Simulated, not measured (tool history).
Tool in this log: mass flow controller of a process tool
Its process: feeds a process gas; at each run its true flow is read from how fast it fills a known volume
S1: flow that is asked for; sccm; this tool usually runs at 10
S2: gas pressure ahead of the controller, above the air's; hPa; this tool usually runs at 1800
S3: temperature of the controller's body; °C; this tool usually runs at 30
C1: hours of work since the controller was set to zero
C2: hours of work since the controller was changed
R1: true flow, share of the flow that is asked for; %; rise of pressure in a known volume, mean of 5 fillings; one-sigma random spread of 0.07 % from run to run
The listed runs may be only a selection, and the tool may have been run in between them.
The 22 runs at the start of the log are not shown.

run,hour,S1,S2,S3,C1,C2,R1
23,1436.9,4,1500,26,1890,1890,98.46
24,1486.2,18,1700,34,1919,1919,98.94
25,1573.2,10,1800,20,1971,1971,98.70
26,1640.4,19,1800,30,2011,2011,99.20
27,1689.1,17,1700,23,2039,2039,99.24
28,1776.1,17,1700,23,2091,2091,99.28
29,1822.1,17,1700,23,2118,2118,99.20
30,1858.4,17,1700,36,2139,2139,98.62
31,1907.0,17,1700,36,2168,2168,98.71
32,1977.0,17,1700,36,2209,2209,98.67
33,2035.6,17,1700,32,2244,2244,98.97
34,2106.5,5,1910,22,2286,2286,98.67
35,2157.8,5,1910,22,2316,2316,98.67
36,2224.0,14,1800,26,2355,2355,98.65
37,2285.5,3,1800,24,2392,2392,98.89
38,2345.3,8,1450,36,2427,2427,97.91
39,2408.6,8,1450,36,2464,2464,97.81
40,2480.3,18,1800,25,2507,2507,99.03
41,2540.4,14,2770,28,2542,2542,98.77
42,2584.2,2,1800,23,2568,2568,99.98
43,2667.6,2,1800,31,2618,2618,99.76

Consider 5 possible next runs. They are alternatives, not a sequence: every one starts from the tool as it was left by run 43. What does each give?
A,2731.0,3,1800,30,2655,2655,?
B,2731.0,2,2730,22,2655,2655,?
C,2731.0,6,1860,30,2655,2655,?
D,2731.0,3,1590,24,2655,2655,?
E,2731.0,10,1400,30,2655,2655,?

run,R1
A,98.95
B,100.20
C,98.27
D,99.14
E,98.14
What these runs would have given with no unlogged condition in the tool:
run,R1
A,97.91
B,98.13
C,98.28
D,98.10
E,98.56
